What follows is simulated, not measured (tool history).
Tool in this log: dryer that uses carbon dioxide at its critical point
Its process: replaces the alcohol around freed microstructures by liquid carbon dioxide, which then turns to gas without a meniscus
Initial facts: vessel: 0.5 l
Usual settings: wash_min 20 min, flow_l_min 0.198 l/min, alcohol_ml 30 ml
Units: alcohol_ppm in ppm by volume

| run | hour | wash_min | flow_l_min | alcohol_ml | alcohol_ppm |
|---|---|---|---|---|---|
| 1 | 0 | 20 | 0.198 | 30 | 423 |
| 2 | 19.6 | 20 | 0.198 | 30 | 430 |
| 3 | 39.6 | 20 | 0.198 | 25 | 373 |
|  | 47.9 | inlet filter changed |
| 4 | 67.1 | 20 | 0.198 | 25 | 254 |
| 5 | 110.3 | 20 | 0.198 | 23 | 247 |
| 6 | 147.2 | 16 | 0.198 | 23 | 626 |
| 7 | 191.7 | 16 | 0.198 | 23 | 638 |
| 8 | 234.2 | 16 | 0.198 | 23 | 654 |
| 9 | 280.9 | 20 | 0.198 | 30 | 360 |
| 10 | 300.5 | 20 | 0.198 | 30 | 366 |
| 11 | 337.4 | 20 | 0.198 | 30 | 372 |
| 12 | 382.4 | 20 | 0.25 | 30 | 157 |
| 13 | 409.4 | 20 | 0.25 | 30 | 171 |
| 14 | 453.7 | 20 | 0.148 | 30 | 1275 |
| 15 | 486.3 | 27 | 0.198 | 30 | 148 |
| 16 | 518.9 | 27 | 0.198 | 30 | 151 |
| 17 | 562 | 27 | 0.198 | 30 | 167 |
| 18 | 591.1 | 24 | 0.122 | 58 | 2573 |
| 19 | 611.5 | 20 | 0.152 | 74 | 2982 |
|  | 648.1 | inlet filter changed |
| 20 | 648.3 | 28 | 0.191 | 22 | 132 |
| 21 | 694.9 | 22 | 0.191 | 115 | 748 |
| 22 | 729.6 | 15 | 0.123 | 30 | 4235 |
| 23 | 768.1 | 24 | 0.201 | 60 | 273 |
| 24 | 789.9 | 24 | 0.201 | 60 | 285 |
| 25 | 830.4 | 26 | 0.23 | 30 | 140 |
| 26 | 852.6 | 15 | 0.17 | 24 | 1560 |
| 27 | 872.7 | 25 | 0.17 | 24 | 272 |
| 28 | 893 | 20 | 0.123 | 33 | 2253 |
|  | 904.7 | purifier's bed changed |
| 29 | 940.7 | 20 | 0.123 | 33 | 2266 |
| 30 | 961.9 | 20 | 0.123 | 33 | 2211 |
| 31 | 1008.5 | 23 | 0.236 | 59 | 110 |
| 32 | 1037.1 | 18 | 0.263 | 21 | 106 |
| 33 | 1061.8 | 27 | 0.129 | 27 | 512 |
| 34 | 1097.2 | 28 | 0.205 | 27 | 58 |

How would selected steps in alcohol_ppm from run to run divide? Give the signed amount a tool lacking its hidden state would still show from settings, what came in and random variation, and the signed amount left for the hidden state, including any gauge scatter that is not in both of the compared results.
Hidden state at play: flow that reaches the vessel past the clogged filter, %; alcohol in the recycled carbon dioxide, ppm; drift of the gauge itself on alcohol_ppm, %.
Run 17 -> 18: wash_min 27 -> 24, flow_l_min 0.198 -> 0.122, alcohol_ml 30 -> 58. alcohol_ppm +2406 ppm by volume: hidden state +776, all else +1630.
Run 19 -> 20: wash_min 20 -> 28, flow_l_min 0.152 -> 0.191, alcohol_ml 74 -> 22, inlet filter changed. alcohol_ppm -2850 ppm by volume: hidden state -976, all else -1874.
Run 21 -> 22: wash_min 22 -> 15, flow_l_min 0.191 -> 0.123, alcohol_ml 115 -> 30. alcohol_ppm +3487 ppm by volume: hidden state +121, all else +3366.
Run 22 -> 23: wash_min 15 -> 24, flow_l_min 0.123 -> 0.201, alcohol_ml 30 -> 60. alcohol_ppm -3962 ppm by volume: hidden state -128, all else -3834.
Run 30 -> 31: wash_min 20 -> 23, flow_l_min 0.123 -> 0.236, alcohol_ml 33 -> 59. alcohol_ppm -2101 ppm by volume: hidden state -330, all else -1771.
